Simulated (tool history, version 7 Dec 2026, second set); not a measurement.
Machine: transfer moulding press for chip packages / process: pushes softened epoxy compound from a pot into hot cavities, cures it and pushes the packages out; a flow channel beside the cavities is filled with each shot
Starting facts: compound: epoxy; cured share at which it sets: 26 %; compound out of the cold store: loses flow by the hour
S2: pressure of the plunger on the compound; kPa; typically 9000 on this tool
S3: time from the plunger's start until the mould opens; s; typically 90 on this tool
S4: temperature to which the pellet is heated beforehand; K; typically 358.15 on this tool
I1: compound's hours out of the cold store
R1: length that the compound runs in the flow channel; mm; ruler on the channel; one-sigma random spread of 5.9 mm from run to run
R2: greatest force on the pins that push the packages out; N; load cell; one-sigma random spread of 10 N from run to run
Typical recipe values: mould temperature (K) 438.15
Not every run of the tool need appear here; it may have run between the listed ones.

Run 1, hour 0: usual settings; I1 13.3. Result: R1 725 mm, R2 482 N.
Run 2, hour 10.8: usual settings; I1 41.4. Result: R1 663 mm, R2 500 N.
Run 3, hour 21.1: usual settings; I1 19.4. Result: R1 706 mm, R2 503 N.
At hour 26.1: cavities cleaned with cleaning compound and waxed.
Run 4, hour 35.2: usual settings; I1 14.9. Result: R1 711 mm, R2 478 N.
Run 5, hour 55.3: usual settings; I1 17.1. Result: R1 720 mm, R2 470 N.
Run 6, hour 76.2: usual settings but S4 351.15 K; I1 31.4. Result: R1 682 mm, R2 489 N.
At hour 84.5: cavities cleaned with cleaning compound and waxed.
Run 7, hour 88.5: usual settings but S4 351.15 K; I1 43.7. Result: R1 659 mm, R2 491 N.
Run 8, hour 102.1: usual settings but S4 351.15 K; I1 8.6. Result: R1 725 mm, R2 507 N.
Run 9, hour 111.8: usual settings but S4 351.15 K; I1 44.2. Result: R1 661 mm, R2 480 N.
Run 10, hour 132.8: usual settings but S4 351.15 K; I1 27.2. Result: R1 696 mm, R2 492 N.
At hour 141.9: cavities cleaned with cleaning compound and waxed.
Run 11, hour 149.9: usual settings but mould temperature (K) 434.15, S4 351.15 K; I1 35.6. Result: R1 698 mm, R2 601 N.
At hour 161.5: mould's thermocouples calibrated.
Run 12, hour 166.6: usual settings but mould temperature (K) 434.15, S4 351.15 K; I1 45.9. Result: R1 670 mm, R2 606 N.
Run 13, hour 182.3: usual settings; I1 44.9. Result: R1 668 mm, R2 475 N.
At hour 201.7: cavities cleaned with cleaning compound and waxed.
Run 14, hour 201.7: usual settings but S4 353.15 K; I1 38. Result: R1 678 mm, R2 484 N.
Run 15, hour 212.2: usual settings; I1 42.1. Result: R1 678 mm, R2 481 N.
Run 16, hour 225.8: usual settings; I1 41.4. Result: R1 672 mm, R2 475 N.
Run 17, hour 240.8: usual settings but S4 361.15 K; I1 39.1. Result: R1 670 mm, R2 462 N.
Run 18, hour 253.3: usual settings but S4 361.15 K; I1 17.9. Result: R1 703 mm, R2 478 N.
At hour 259.6: cavities cleaned with cleaning compound and waxed.
Run 19, hour 270.8: usual settings but S2 9170 kPa, S3 129 s, S4 363.15 K; I1 17.7. Result: R1 717 mm, R2 407 N.
Run 20, hour 285.3: usual settings but S2 9170 kPa, S3 129 s, S4 363.15 K; I1 14.3. Result: R1 737 mm, R2 399 N.
Run 21, hour 300.2: usual settings but S3 110 s; I1 28.6. Result: R1 690 mm, R2 425 N.
At hour 318.3: plunger's sealing rings changed.
At hour 319.8: cavities cleaned with cleaning compound and waxed.
Run 22, hour 322.4: usual settings but mould temperature (K) 441.15, S2 8230 kPa, S3 89 s, S4 360.15 K; I1 43.2. Result: R1 631 mm, R2 441 N.
Run 23, hour 336.6: usual settings but mould temperature (K) 441.15, S2 7290 kPa, S3 77 s, S4 360.15 K; I1 30.1. Result: R1 611 mm, R2 500 N.
Run 24, hour 349.7: usual settings but mould temperature (K) 441.15, S2 7290 kPa, S3 77 s, S4 360.15 K; I1 33.1. Result: R1 613 mm, R2 520 N.
Run 25, hour 360.8: usual settings but mould temperature (K) 441.15, S2 7290 kPa, S3 126 s, S4 356.15 K; I1 16.9. Result: R1 627 mm, R2 406 N.
At hour 378: cavities cleaned with cleaning compound and waxed.
Run 26, hour 381.4: usual settings but mould temperature (K) 444.15, S4 367.15 K; I1 25.1. Result: R1 678 mm, R2 410 N.
Run 27, hour 398.7: usual settings but mould temperature (K) 444.15, S4 367.15 K; I1 15.5. Result: R1 692 mm, R2 432 N.
Run 28, hour 412.5: usual settings but S2 8850 kPa, S3 124 s, S4 351.15 K; I1 24.9. Result: R1 697 mm, R2 407 N.
Run 29, hour 430.8: usual settings but S2 8850 kPa, S3 124 s, S4 351.15 K; I1 17.5. Result: R1 703 mm, R2 415 N.

Branching from run 29: 3 alternative next runs. What would each branch give?
At hour 435.3: cavities cleaned with cleaning compound and waxed.
Run A, hour 452.1: usual settings but S2 7180 kPa, S3 108 s, S4 351.15 K; I1 8.7. Result: R1 ?, R2 ?.
At hour 435.3: cavities cleaned with cleaning compound and waxed.
Run B, hour 452.1: usual settings but S2 8850 kPa, S3 129 s, S4 351.15 K; I1 21.9. Result: R1 ?, R2 ?.
At hour 435.3: cavities cleaned with cleaning compound and waxed.
Run C, hour 452.1: usual settings but mould temperature (K) 440.15, S2 10900 kPa, S3 118 s, S4 351.15 K; I1 38.1. Result: R1 ?, R2 ?.

run   R1   R2
  A  646  420
  B  701  397
  C  751  409
Without the tool's unlogged condition, the same runs would have read:
run   R1   R2
  A  646  417
  B  702  395
  C  751  407
